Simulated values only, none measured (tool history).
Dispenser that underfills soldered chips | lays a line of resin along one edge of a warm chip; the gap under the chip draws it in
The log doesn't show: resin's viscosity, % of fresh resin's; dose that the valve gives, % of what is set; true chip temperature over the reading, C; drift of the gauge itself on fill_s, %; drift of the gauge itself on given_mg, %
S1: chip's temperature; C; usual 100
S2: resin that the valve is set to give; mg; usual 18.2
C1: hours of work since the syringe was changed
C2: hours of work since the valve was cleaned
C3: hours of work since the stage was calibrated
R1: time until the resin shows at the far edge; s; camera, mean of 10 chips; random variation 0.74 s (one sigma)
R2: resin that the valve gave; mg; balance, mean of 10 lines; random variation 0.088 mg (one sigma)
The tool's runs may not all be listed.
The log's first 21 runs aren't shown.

-- day=10.767 new syringe of resin
run 22 day=11.029 | S1=105 S2=15.7 | C1=4 C2=31 C3=249 | R1=78.1 R2=15.51
-- day=11.229 new syringe of resin
run 23 day=11.579 | S1=105 S2=22.8 | C1=6 C2=41 C3=258 | R1=78.1 R2=22.42
-- day=11.667 new syringe of resin
-- day=12.125 new syringe of resin
run 24 day=12.2 | S1=105 S2=22.8 | C1=1 C2=51 C3=268 | R1=58.4 R2=21.95
run 25 day=12.508 | S1=99 S2=20.4 | C1=7 C2=56 C3=273 | R1=94.7 R2=19.71
-- day=12.554 new syringe of resin
run 26 day=12.9 | S1=99 S2=20.4 | C1=6 C2=63 C3=280 | R1=93.4 R2=19.59
-- day=12.996 new syringe of resin
run 27 day=13.229 | S1=90 S2=17 | C1=4 C2=68 C3=285 | R1=105.1 R2=16.2
-- day=13.471 new syringe of resin
run 28 day=13.629 | S1=94 S2=16.8 | C1=3 C2=75 C3=292 | R1=89.6 R2=16.02
-- day=13.9 new syringe of resin
run 29 day=14.058 | S1=94 S2=16.8 | C1=3 C2=82 C3=299 | R1=88.8 R2=15.98
-- day=14.342 new syringe of resin
run 30 day=14.508 | S1=87 S2=16.7 | C1=3 C2=89 C3=306 | R1=110.5 R2=15.84
-- day=14.779 new syringe of resin
run 31 day=14.958 | S1=103 S2=16.8 | C1=3 C2=97 C3=314 | R1=73.4 R2=15.92
-- day=15.225 new syringe of resin
run 32 day=15.454 | S1=112 S2=19.9 | C1=4 C2=105 C3=322 | R1=58.5 R2=18.61
-- day=15.658 new syringe of resin
run 33 day=15.858 | S1=115 S2=20.8 | C1=3 C2=112 C3=329 | R1=53.9 R2=19.4

3 ways to go on from here, each from the tool as it stands after run 33. What would each give?
-- day=16.117 new syringe of resin
run A day=16.421 | S1=115 S2=17.5 | C1=5 C2=121 C3=338 | R1=? R2=?
-- day=16.117 new syringe of resin
run B day=16.421 | S1=93 S2=18.2 | C1=5 C2=121 C3=338 | R1=? R2=?
-- day=16.117 new syringe of resin
run C day=16.421 | S1=87 S2=15.6 | C1=5 C2=121 C3=338 | R1=? R2=?

run=A R1=62.5 R2=16.3
run=B R1=108.7 R2=16.78
run=C R1=131.6 R2=14.43
Without the tool's hidden state the same runs would have given:
run=A R1=46.9 R2=17.61
run=B R1=82.5 R2=18.13
run=C R1=98.8 R2=15.59

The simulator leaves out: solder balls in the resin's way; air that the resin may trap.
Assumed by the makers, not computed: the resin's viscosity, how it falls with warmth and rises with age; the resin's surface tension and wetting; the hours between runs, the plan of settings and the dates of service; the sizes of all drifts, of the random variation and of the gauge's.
